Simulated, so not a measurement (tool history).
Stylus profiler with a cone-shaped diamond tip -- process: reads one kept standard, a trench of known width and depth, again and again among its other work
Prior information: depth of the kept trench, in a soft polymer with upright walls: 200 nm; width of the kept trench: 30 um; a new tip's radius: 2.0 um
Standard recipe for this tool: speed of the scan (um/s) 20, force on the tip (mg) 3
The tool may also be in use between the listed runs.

| run | hour | speed of the scan (um/s) | force on the tip (mg) | depth of the trench (angstrom) | width of the trench's floor (nm) |
|---|---|---|---|---|---|
| 1 | 0 | 20 | 3 | 2037.2 | 28230 |
| 2 | 17 | 20 | 3 | 2036.1 | 28240 |
| 3 | 27.1 | 20 | 3 | 2037.7 | 28250 |
| 4 | 47.4 | 20 | 3 | 2034.9 | 28170 |
| 5 | 63.4 | 20 | 3 | 2035.8 | 28230 |
| 6 | 83 | 20 | 3 | 2033.8 | 28200 |
| 7 | 105.7 | 20 | 2.6 | 2032.6 | 28210 |
| 8 | 125.2 | 20 | 2.6 | 2032.8 | 28160 |
| 9 | 147.5 | 20 | 2.6 | 2034.6 | 28210 |
| 10 | 160.2 | 20 | 3 | 2035.9 | 28220 |
| 11 | 172.9 | 20 | 3 | 2036.1 | 28230 |
| 12 | 196.7 | 48 | 3 | 2033.8 | 28150 |
| 13 | 213.7 | 20 | 3 | 2035.2 | 28250 |
| 14 | 224.2 | 39 | 3 | 2034.9 | 28140 |
| 15 | 237.6 | 20 | 3 | 2036.9 | 28240 |

Estimate the outcome of run 16 from the log above:
| 16 | 255.1 | 12 | 6.59 | ? | ? |

Run 16 gave depth of the trench (angstrom) 2061.6, width of the trench's floor (nm) 28210.
Without the tool's hidden state the same run would have given depth of the trench (angstrom) 2062.5, width of the trench's floor (nm) 28230.

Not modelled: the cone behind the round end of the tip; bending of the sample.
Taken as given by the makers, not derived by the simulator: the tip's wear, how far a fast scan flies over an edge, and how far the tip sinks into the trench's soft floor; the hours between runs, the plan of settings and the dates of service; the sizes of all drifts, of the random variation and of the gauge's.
